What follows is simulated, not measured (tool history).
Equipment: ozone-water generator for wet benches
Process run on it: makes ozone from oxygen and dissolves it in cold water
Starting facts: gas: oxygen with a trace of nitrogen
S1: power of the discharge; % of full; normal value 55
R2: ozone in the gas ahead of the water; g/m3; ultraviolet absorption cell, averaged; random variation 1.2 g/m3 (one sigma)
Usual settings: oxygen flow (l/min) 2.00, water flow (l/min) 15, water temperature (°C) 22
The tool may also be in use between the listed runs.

{"run": 1, "hour": 0.0, "S1": 55, "oxygen flow (l/min)": 2.0, "water flow (l/min)": 15, "water temperature (°C)": 22, "dissolved ozone (ppm)": 15.3, "R2": 216.7}
{"run": 2, "hour": 113.5, "S1": 55, "oxygen flow (l/min)": 2.0, "water flow (l/min)": 15, "water temperature (°C)": 17, "dissolved ozone (ppm)": 16.0, "R2": 218.3}
{"run": 3, "hour": 215.7, "S1": 55, "oxygen flow (l/min)": 2.0, "water flow (l/min)": 15, "water temperature (°C)": 17, "dissolved ozone (ppm)": 16.1, "R2": 215.5}
{"run": 4, "hour": 321.9, "S1": 59, "oxygen flow (l/min)": 2.0, "water flow (l/min)": 15, "water temperature (°C)": 17, "dissolved ozone (ppm)": 16.7, "R2": 225.7}
{"run": 5, "hour": 417.5, "S1": 55, "oxygen flow (l/min)": 2.0, "water flow (l/min)": 15, "water temperature (°C)": 22, "dissolved ozone (ppm)": 15.4, "R2": 216.5}
{"run": 6, "hour": 498.1, "S1": 55, "oxygen flow (l/min)": 2.0, "water flow (l/min)": 15, "water temperature (°C)": 22, "dissolved ozone (ppm)": 15.4, "R2": 215.6}
{"run": 7, "hour": 581.2, "S1": 55, "oxygen flow (l/min)": 2.0, "water flow (l/min)": 15, "water temperature (°C)": 22, "dissolved ozone (ppm)": 15.5, "R2": 215.3}
{"run": 8, "hour": 707.8, "S1": 55, "oxygen flow (l/min)": 2.0, "water flow (l/min)": 9, "water temperature (°C)": 22, "dissolved ozone (ppm)": 22.1, "R2": 213.9}
{"run": 9, "hour": 832.0, "S1": 55, "oxygen flow (l/min)": 2.71, "water flow (l/min)": 12, "water temperature (°C)": 27, "dissolved ozone (ppm)": 17.5, "R2": 185.5}
{"run": 10, "hour": 926.6, "S1": 55, "oxygen flow (l/min)": 2.71, "water flow (l/min)": 12, "water temperature (°C)": 27, "dissolved ozone (ppm)": 17.6, "R2": 186.6}
{"hour": 969.8, "done": "contactor cleaned"}
{"hour": 992.3, "done": "water thermometer calibrated"}
{"run": 11, "hour": 1022.2, "S1": 59, "oxygen flow (l/min)": 1.06, "water flow (l/min)": 12, "water temperature (°C)": 27, "dissolved ozone (ppm)": 16.1, "R2": 305.6}
{"run": 12, "hour": 1119.6, "S1": 55, "oxygen flow (l/min)": 1.61, "water flow (l/min)": 13, "water temperature (°C)": 22, "dissolved ozone (ppm)": 16.7, "R2": 238.9}
{"run": 13, "hour": 1196.7, "S1": 55, "oxygen flow (l/min)": 2.8, "water flow (l/min)": 13, "water temperature (°C)": 22, "dissolved ozone (ppm)": 18.1, "R2": 181.7}
{"run": 14, "hour": 1325.3, "S1": 44, "oxygen flow (l/min)": 2.0, "water flow (l/min)": 10, "water temperature (°C)": 23, "dissolved ozone (ppm)": 18.2, "R2": 190.0}
{"run": 15, "hour": 1385.9, "S1": 49, "oxygen flow (l/min)": 2.0, "water flow (l/min)": 15, "water temperature (°C)": 25, "dissolved ozone (ppm)": 14.2, "R2": 202.0}
{"run": 16, "hour": 1471.2, "S1": 49, "oxygen flow (l/min)": 2.0, "water flow (l/min)": 15, "water temperature (°C)": 25, "dissolved ozone (ppm)": 13.9, "R2": 202.0}

Each row is a separate what-if for the run after 16, all from the same tool condition, not one after another. Results?
{"run": "A", "hour": 1532.5, "S1": 96, "oxygen flow (l/min)": 2.2, "water flow (l/min)": 17, "water temperature (°C)": 22, "dissolved ozone (ppm)": "?", "R2": "?"}
{"run": "B", "hour": 1532.5, "S1": 55, "oxygen flow (l/min)": 2.6, "water flow (l/min)": 15, "water temperature (°C)": 26, "dissolved ozone (ppm)": "?", "R2": "?"}
{"run": "C", "hour": 1532.5, "S1": 55, "oxygen flow (l/min)": 2.0, "water flow (l/min)": 12, "water temperature (°C)": 22, "dissolved ozone (ppm)": "?", "R2": "?"}
{"run": "D", "hour": 1532.5, "S1": 97, "oxygen flow (l/min)": 1.49, "water flow (l/min)": 15, "water temperature (°C)": 25, "dissolved ozone (ppm)": "?", "R2": "?"}
{"run": "E", "hour": 1532.5, "S1": 49, "oxygen flow (l/min)": 2.0, "water flow (l/min)": 19, "water temperature (°C)": 19, "dissolved ozone (ppm)": "?", "R2": "?"}

run=A dissolved_ozone_(ppm)=18.9 R2=276.0
run=B dissolved_ozone_(ppm)=15.4 R2=189.4
run=C dissolved_ozone_(ppm)=18.2 R2=215.4
run=D dissolved_ozone_(ppm)=19.1 R2=334.4
run=E dissolved_ozone_(ppm)=12.1 R2=202.0
Without the tool's unlogged condition, the same runs would have read:
run=A dissolved_ozone_(ppm)=20.3 R2=295.5
run=B dissolved_ozone_(ppm)=16.3 R2=199.2
run=C dissolved_ozone_(ppm)=19.2 R2=226.6
run=D dissolved_ozone_(ppm)=20.5 R2=358.2
run=E dissolved_ozone_(ppm)=12.7 R2=211.7
